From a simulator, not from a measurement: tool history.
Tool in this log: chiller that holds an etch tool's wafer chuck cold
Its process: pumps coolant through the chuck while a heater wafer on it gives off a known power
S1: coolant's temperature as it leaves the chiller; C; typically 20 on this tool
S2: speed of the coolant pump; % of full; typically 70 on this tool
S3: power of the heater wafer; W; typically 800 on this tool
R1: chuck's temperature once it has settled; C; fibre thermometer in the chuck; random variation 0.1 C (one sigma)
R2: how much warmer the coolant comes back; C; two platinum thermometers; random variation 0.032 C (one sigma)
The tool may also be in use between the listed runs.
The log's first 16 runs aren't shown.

| run | hour | S1 | S2 | S3 | R1 | R2 |
|---|---|---|---|---|---|---|
| 17 | 2060.0 | 16 | 70 | 882 | 25.8 | 3.51 |
| 18 | 2248.3 | 16 | 70 | 882 | 26.0 | 3.48 |
| 19 | 2340.3 | 11 | 60 | 950 | 23.1 | 4.49 |
| 20 | 2501.9 | 14 | 93 | 990 | 22.8 | 2.83 |
| 21 | 2628.3 | 14 | 93 | 990 | 22.6 | 2.86 |
| 22 | 2756.6 | 12 | 77 | 510 | 17.1 | 1.69 |
| 23 | 2848.8 | 20 | 81 | 800 | 28.0 | 2.58 |
| 24 | 3025.2 | 20 | 81 | 800 | 27.9 | 2.57 |
| 25 | 3202.9 | 14 | 70 | 461 | 19.1 | 1.64 |
| 26 | 3284.5 | 14 | 72 | 970 | 24.5 | 3.68 |
|  | 3422.4 | gauge calibrated |
| 27 | 3441.0 | 29 | 70 | 909 | 39.0 | 3.85 |
|  | 3471.4 | coolant pump overhauled |
| 28 | 3528.2 | 20 | 91 | 800 | 27.1 | 2.60 |
| 29 | 3694.2 | 20 | 68 | 800 | 29.0 | 3.43 |
| 30 | 3780.4 | 24 | 68 | 461 | 29.3 | 1.90 |

4 ways to go on from here, each from the tool as it stands after run 30. What would each give?
| A | 3864.1 | 11 | 66 | 584 | ? | ? |
| B | 3864.1 | 20 | 92 | 427 | ? | ? |
| C | 3864.1 | 20 | 70 | 1027 | ? | ? |
| D | 3864.1 | 24 | 98 | 485 | ? | ? |

| run | R1 | R2 |
|---|---|---|
| A | 17.9 | 2.52 |
| B | 23.8 | 1.30 |
| C | 31.5 | 4.30 |
| D | 28.2 | 1.43 |
Stripped of hidden state, with their random variation kept, the same runs would have yielded:
| run | R1 | R2 |
|---|---|---|
| A | 17.9 | 2.57 |
| B | 23.8 | 1.34 |
| C | 31.4 | 4.35 |
| D | 28.2 | 1.47 |
